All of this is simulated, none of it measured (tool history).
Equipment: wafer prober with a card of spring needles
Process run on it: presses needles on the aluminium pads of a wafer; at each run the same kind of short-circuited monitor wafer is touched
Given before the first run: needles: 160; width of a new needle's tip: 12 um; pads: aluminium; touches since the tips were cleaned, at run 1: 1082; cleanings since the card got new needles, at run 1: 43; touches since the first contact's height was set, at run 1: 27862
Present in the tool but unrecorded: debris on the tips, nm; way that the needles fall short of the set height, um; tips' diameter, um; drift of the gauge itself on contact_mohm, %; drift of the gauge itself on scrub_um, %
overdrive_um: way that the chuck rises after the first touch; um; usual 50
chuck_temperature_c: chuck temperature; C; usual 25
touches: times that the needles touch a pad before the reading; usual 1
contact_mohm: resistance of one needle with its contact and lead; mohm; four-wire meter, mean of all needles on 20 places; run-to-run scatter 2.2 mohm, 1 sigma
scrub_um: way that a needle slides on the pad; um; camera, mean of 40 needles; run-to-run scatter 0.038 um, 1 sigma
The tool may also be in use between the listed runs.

run,hour,overdrive_um,chuck_temperature_c,touches,touches since the tips were cleaned,cleanings since the card got new needles,touches since the first contact's height was set,contact_mohm,scrub_um
1,0,50,25,1,1082,43,27862,264,10.23
2,10.5,50,25,2,5426,43,32206,272,10.24
# hour 12: tips cleaned on abrasive film
3,21.3,50,25,2,3861,44,36636,272,10.23
# hour 27.8: tips cleaned on abrasive film
4,30.8,50,25,2,1264,45,40546,258,10.23
# hour 43.8: tips cleaned on abrasive film
5,43.9,50,25,1,45,46,45943,248,10.22
# hour 58.6: tips cleaned on abrasive film
6,63.1,50,25,1,1862,47,53826,282,10.16
# hour 73.1: tips cleaned on abrasive film
7,73.1,32,25,1,0,48,57954,254,6.47
# hour 88.3: tips cleaned on abrasive film
8,89.8,50,35,1,603,49,64817,259,10.17
# hour 100.2: height of the first contact set anew
# hour 103.1: tips cleaned on abrasive film
9,104.5,50,86,1,560,50,1741,272,10.4
10,113.9,50,86,1,4475,50,5656,305,10.39
# hour 118.4: tips cleaned on abrasive film
11,126.8,38,86,1,3463,51,10944,330,7.85
# hour 132.9: tips cleaned on abrasive film
# hour 148: tips cleaned on abrasive film
12,148,50,25,3,0,53,19665,241,10.29
# hour 163.7: tips cleaned on abrasive film
13,168.1,57,30,1,1825,54,27928,273,11.72
# hour 178.4: tips cleaned on abrasive film
14,178.4,57,59,2,0,55,32188,252,11.68
15,189.2,53,59,3,4449,55,36637,264,10.81
# hour 192.9: tips cleaned on abrasive film
# hour 207.6: tips cleaned on abrasive film
16,207.6,56,88,3,0,57,44171,253,11.43
# hour 222.1: tips cleaned on abrasive film
17,226.5,56,88,3,1805,58,51966,266,11.46
18,235.9,30,31,2,5712,58,55873,338,5.99
# hour 237.8: tips cleaned on abrasive film
# hour 252.9: tips cleaned on abrasive film
19,258,51,39,1,2113,60,64940,287,10.38
# hour 268.1: tips cleaned on abrasive film
# hour 268.4: height of the first contact set anew
20,271.4,51,55,3,1238,61,1238,256,10.58
# hour 283.3: tips cleaned on abrasive film
21,283.4,59,25,3,12,62,6174,238,12.23
# hour 298.4: tips cleaned on abrasive film
22,298.4,51,97,2,0,63,12338,265,10.46
# hour 313.6: tips cleaned on abrasive film
23,320,50,25,2,2640,64,21266,270,10.25
# hour 328.3: tips cleaned on abrasive film
24,334.9,50,25,2,2712,65,27391,271,10.25

Below are 4 alternative next runs, each starting from the tool's condition after run 24. Predict each:
# hour 343.7: tips cleaned on abrasive film
A,348.9,50,33,2,2150,66,33151,?,?
# hour 343.7: tips cleaned on abrasive film
B,348.9,50,87,2,2150,66,33151,?,?
# hour 343.7: tips cleaned on abrasive film
C,348.9,50,35,2,2150,66,33151,?,?
# hour 343.7: tips cleaned on abrasive film
D,348.9,50,26,2,2150,66,33151,?,?

run,contact_mohm,scrub_um
A,271,10.26
B,285,10.29
C,268,10.25
D,260,10.2
Take away the tool's hidden state, keep each run's random variation, and the runs would have read:
run,contact_mohm,scrub_um
A,245,10.39
B,261,10.42
C,241,10.38
D,233,10.33
